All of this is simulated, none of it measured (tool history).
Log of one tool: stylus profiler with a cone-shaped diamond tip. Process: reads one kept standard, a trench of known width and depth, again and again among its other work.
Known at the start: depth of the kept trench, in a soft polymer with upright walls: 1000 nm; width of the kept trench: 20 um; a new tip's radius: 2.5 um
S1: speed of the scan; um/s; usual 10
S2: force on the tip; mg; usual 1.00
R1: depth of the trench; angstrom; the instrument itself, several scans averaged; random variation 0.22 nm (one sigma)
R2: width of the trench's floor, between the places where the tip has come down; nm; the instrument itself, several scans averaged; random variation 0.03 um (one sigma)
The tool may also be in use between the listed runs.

| run | hour | S1 | S2 | R1 | R2 |
|---|---|---|---|---|---|
| 1 | 0.0 | 10 | 1.00 | 10058.2 | 14970 |
| 2 | 57.7 | 10 | 1.00 | 10059.0 | 14940 |
| 3 | 103.8 | 10 | 0.48 | 10043.1 | 14830 |
| 4 | 157.4 | 10 | 0.48 | 10046.9 | 14840 |
| 5 | 197.7 | 10 | 0.48 | 10047.9 | 14780 |
| 6 | 232.6 | 10 | 0.48 | 10045.1 | 14740 |
| 7 | 273.6 | 7 | 1.00 | 10059.9 | 14690 |
| 8 | 323.5 | 4 | 1.00 | 10061.8 | 14760 |
| 9 | 353.8 | 10 | 1.00 | 10058.3 | 14680 |
| 10 | 390.5 | 10 | 1.00 | 10061.0 | 14640 |
| 11 | 444.3 | 10 | 1.00 | 10067.8 | 14600 |
| 12 | 502.1 | 10 | 1.00 | 10061.7 | 14510 |
| 13 | 553.6 | 10 | 1.00 | 10064.0 | 14520 |
| 14 | 611.3 | 10 | 0.37 | 10049.1 | 14440 |
| 15 | 659.8 | 4 | 0.63 | 10059.3 | 14510 |
| 16 | 687.5 | 4 | 0.73 | 10062.3 | 14480 |
| 17 | 721.8 | 2 | 1.43 | 10081.7 | 14510 |
| 18 | 760.7 | 2 | 1.43 | 10075.4 | 14430 |
| 19 | 791.0 | 2 | 1.43 | 10076.5 | 14390 |
| 20 | 819.3 | 20 | 0.49 | 10053.0 | 14190 |
| 21 | 862.8 | 20 | 2.61 | 10102.9 | 14310 |
| 22 | 901.9 | 32 | 2.63 | 10106.8 | 14180 |
| 23 | 953.3 | 16 | 2.52 | 10106.3 | 14270 |
| 24 | 986.8 | 2 | 0.37 | 10057.7 | 14270 |
| 25 | 1025.7 | 2 | 0.37 | 10055.9 | 14240 |
|  | 1031.2 | height scale calibrated on a step standard |
| 26 | 1074.1 | 7 | 1.46 | 10048.1 | 14210 |

Hidden state or all else? Some run-to-run changes of R1, split into what the settings, what came in and random variation would give without the hidden state, and what is left for the hidden state (with any gauge scatter that isn't in both results):
The hidden state here: radius of the tip, um; height scale over the true one, %; drift of the gauge itself on depth_nm, %; drift of the gauge itself on floor_um, %.
Run 1 -> 2: no setting changed, nothing entered. R1 +0.8 angstrom: hidden state +1.0, all else -0.2.
Run 20 -> 21: S2 0.49 -> 2.61. R1 +49.9 angstrom: hidden state +0.9, all else +49.0.
Run 23 -> 24: S1 16 -> 2, S2 2.52 -> 0.37. R1 -48.6 angstrom: hidden state +0.3, all else -48.9.
Run 25 -> 26: S1 2 -> 7, S2 0.37 -> 1.46, height scale calibrated on a step standard. R1 -7.8 angstrom: hidden state -36.3, all else +28.5.
